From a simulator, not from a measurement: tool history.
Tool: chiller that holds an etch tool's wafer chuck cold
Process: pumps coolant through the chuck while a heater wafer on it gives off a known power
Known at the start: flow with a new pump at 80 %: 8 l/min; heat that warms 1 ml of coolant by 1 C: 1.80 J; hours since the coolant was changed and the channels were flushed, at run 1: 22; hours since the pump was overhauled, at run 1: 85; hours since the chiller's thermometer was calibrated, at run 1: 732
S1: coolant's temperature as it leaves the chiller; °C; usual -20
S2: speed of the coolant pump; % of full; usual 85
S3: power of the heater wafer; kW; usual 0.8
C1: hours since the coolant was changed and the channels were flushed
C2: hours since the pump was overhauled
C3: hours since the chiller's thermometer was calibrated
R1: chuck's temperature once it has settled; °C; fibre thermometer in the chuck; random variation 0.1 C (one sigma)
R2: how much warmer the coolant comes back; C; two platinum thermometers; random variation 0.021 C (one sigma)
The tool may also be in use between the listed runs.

run,hour,S1,S2,S3,C1,C2,C3,R1,R2
1,0,-20,85,0.8,22,85,732,-12.3,3.1
2,122,-20,85,0.8,144,207,854,-12.2,3.14
3,249.1,-20,85,0.8,271,334,982,-12.4,3.11
4,375.4,-20,85,0.8,397,460,1108,-12.2,3.13
5,491.9,-20,85,0.584,514,577,1224,-14.3,2.29
6,549.6,-20,85,0.584,571,635,1282,-14.5,2.3
7,633.9,-20,66,0.8,656,719,1366,-11,4.15
8,751.3,-20,65,0.8,773,836,1484,-10.6,4.19
9,839.4,-20,65,0.8,861,924,1572,-10.9,4.21
10,946,-20,65,0.8,968,1031,1678,-10.7,4.19
11,1016,-20,85,0.8,1038,1101,1748,-12.4,3.14
12,1140,-20,85,0.8,1162,1225,1872,-12.2,3.11
13,1249.4,-20,85,0.8,1271,1334,1982,-12.3,3.15
14,1325.4,-20,85,0.8,1347,1410,2058,-12.1,3.1
15,1438.6,-20,85,0.8,1460,1524,2171,-12.3,3.11
16,1521.4,-24,85,0.568,1543,1606,2254,-18.4,2.25
17,1599.2,-24,85,0.568,1621,1684,2332,-18.5,2.21
18,1721.2,-24,85,0.568,1743,1806,2454,-18.5,2.17
19,1821.3,-12,93,0.627,1843,1906,2554,-6.3,2.24
20,1901.8,-12,95,0.911,1924,1987,2634,-4,3.14
21,1958.2,-12,86,0.714,1980,2043,2691,-5.1,2.76
22,2049.4,-15,90,0.412,2071,2134,2782,-11.3,1.49
23,2170.2,-24,86,0.872,2192,2255,2903,-15.6,3.38
24,2262.3,-12,86,0.872,2284,2347,2995,-3.6,3.36
25,2380.2,-26,85,0.567,2402,2465,3113,-20.4,2.21
26,2461.7,-20,85,0.732,2483,2547,3194,-13,2.87
27,2569.6,-20,85,0.732,2591,2655,3302,-13.1,2.9
28,2702.7,-20,66,0.811,2724,2788,3435,-10.7,4.18
29,2763.4,-26,85,0.637,2785,2848,3496,-19.8,2.45

4 ways to go on from here, each from the tool as it stands after run 29. What would each give?
A,2838,-20,85,0.426,2860,2923,3570,?,?
B,2838,-17,69,0.418,2860,2923,3570,?,?
C,2838,-12,85,0.637,2860,2923,3570,?,?
D,2838,-13,81,0.456,2860,2923,3570,?,?

run,R1,R2
A,-15.9,1.68
B,-12.4,2.03
C,-6,2.5
D,-8.4,1.86
Without the tool's hidden state the same runs would have given:
run,R1,R2
A,-15.9,1.68
B,-12.4,2.03
C,-6,2.5
D,-8.4,1.86

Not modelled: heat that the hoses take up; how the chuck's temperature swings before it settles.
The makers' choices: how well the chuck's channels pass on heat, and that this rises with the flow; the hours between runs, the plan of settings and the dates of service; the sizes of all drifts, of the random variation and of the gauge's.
